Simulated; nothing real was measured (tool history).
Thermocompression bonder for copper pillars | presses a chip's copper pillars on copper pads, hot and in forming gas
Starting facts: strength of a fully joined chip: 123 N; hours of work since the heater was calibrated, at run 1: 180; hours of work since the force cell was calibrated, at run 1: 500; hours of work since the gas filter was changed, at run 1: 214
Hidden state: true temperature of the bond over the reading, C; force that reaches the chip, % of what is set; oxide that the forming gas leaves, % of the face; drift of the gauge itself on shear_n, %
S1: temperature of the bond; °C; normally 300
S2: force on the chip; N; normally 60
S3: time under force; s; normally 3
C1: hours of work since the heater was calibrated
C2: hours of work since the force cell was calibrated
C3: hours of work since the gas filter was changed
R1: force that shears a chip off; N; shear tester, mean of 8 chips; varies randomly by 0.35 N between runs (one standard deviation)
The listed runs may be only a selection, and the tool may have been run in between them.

Run 1, hour 0: usual settings; C1 180; C2 500; C3 214. Result: R1 56.6 N.
Run 2, hour 12.6: usual settings; C1 186; C2 505; C3 220. Result: R1 55.7 N.
Run 3, hour 35: usual settings but S1 321 °C; C1 196; C2 516; C3 230. Result: R1 67.9 N.
Run 4, hour 65: usual settings but S1 321 °C; C1 210; C2 529; C3 244. Result: R1 68 N.
Run 5, hour 89: usual settings but S2 67 N; C1 221; C2 540; C3 255. Result: R1 61.1 N.
Run 6, hour 110.9: usual settings but S2 67 N; C1 231; C2 550; C3 265. Result: R1 61.1 N.
Run 7, hour 139: usual settings but S2 67 N; C1 244; C2 563; C3 278. Result: R1 61 N.
Run 8, hour 156.9: usual settings but S2 67 N; C1 252; C2 571; C3 286. Result: R1 60.8 N.
Run 9, hour 178.5: usual settings but S2 67 N; C1 262; C2 581; C3 296. Result: R1 60.6 N.
Run 10, hour 208.1: usual settings; C1 275; C2 595; C3 309. Result: R1 55.1 N.
At hour 212.2: force cell calibrated.
Run 11, hour 237.9: usual settings; C1 288; C2 12; C3 322. Result: R1 54.6 N.
Run 12, hour 258.8: usual settings; C1 298; C2 21; C3 332. Result: R1 54.8 N.
At hour 263: force cell calibrated, once more.
Run 13, hour 276.2: usual settings; C1 305; C2 6; C3 339. Result: R1 57.8 N.
Run 14, hour 295.6: usual settings; C1 314; C2 15; C3 348. Result: R1 57 N.
Run 15, hour 311.9: usual settings; C1 321; C2 22; C3 355. Result: R1 56.6 N.
Run 16, hour 327.4: usual settings but S3 2 s; C1 328; C2 29; C3 362. Result: R1 49.1 N.
Run 17, hour 356.2: usual settings but S3 2 s; C1 341; C2 43; C3 375. Result: R1 49.5 N.
Run 18, hour 372.3: usual settings but S1 288 °C, S3 2 s; C1 349; C2 50; C3 383. Result: R1 43.1 N.
Run 19, hour 398.3: usual settings but S1 288 °C, S3 2 s; C1 360; C2 62; C3 395. Result: R1 43.1 N.
Run 20, hour 413.2: usual settings but S1 288 °C, S3 2 s; C1 367; C2 69; C3 401. Result: R1 43.1 N.
Run 21, hour 444.4: usual settings but S1 288 °C, S3 2 s; C1 382; C2 83; C3 416. Result: R1 42.8 N.
Run 22, hour 467.3: usual settings but S1 292 °C; C1 392; C2 93; C3 426. Result: R1 52.1 N.
At hour 480.2: forming gas filter changed.
Run 23, hour 493.3: usual settings but S1 292 °C; C1 404; C2 105; C3 6. Result: R1 58 N.
Run 24, hour 521: usual settings but S1 292 °C; C1 416; C2 118; C3 19. Result: R1 59 N.
Run 25, hour 540.4: usual settings but S1 292 °C; C1 425; C2 126; C3 27. Result: R1 58.4 N.
Run 26, hour 557.6: usual settings but S2 72 N; C1 433; C2 134; C3 35. Result: R1 73 N.
Run 27, hour 571.5: usual settings but S2 51 N, S3 7 s; C1 439; C2 141; C3 42. Result: R1 72.8 N.
Run 28, hour 587.8: usual settings but S1 324 °C, S2 51 N, S3 2 s; C1 447; C2 148; C3 49. Result: R1 60.2 N.
Run 29, hour 603.1: usual settings but S1 292 °C, S2 36 N; C1 454; C2 155; C3 56. Result: R1 36 N.

The next listed run, before its measurement:
Run 30, hour 624: usual settings but S2 49 N; C1 463; C2 165; C3 66. Result: R1 ?.

{"run 30": {"R1": 53.1}}
The same run, on a tool lacking any hidden state, would have yielded R1 49.7 N.
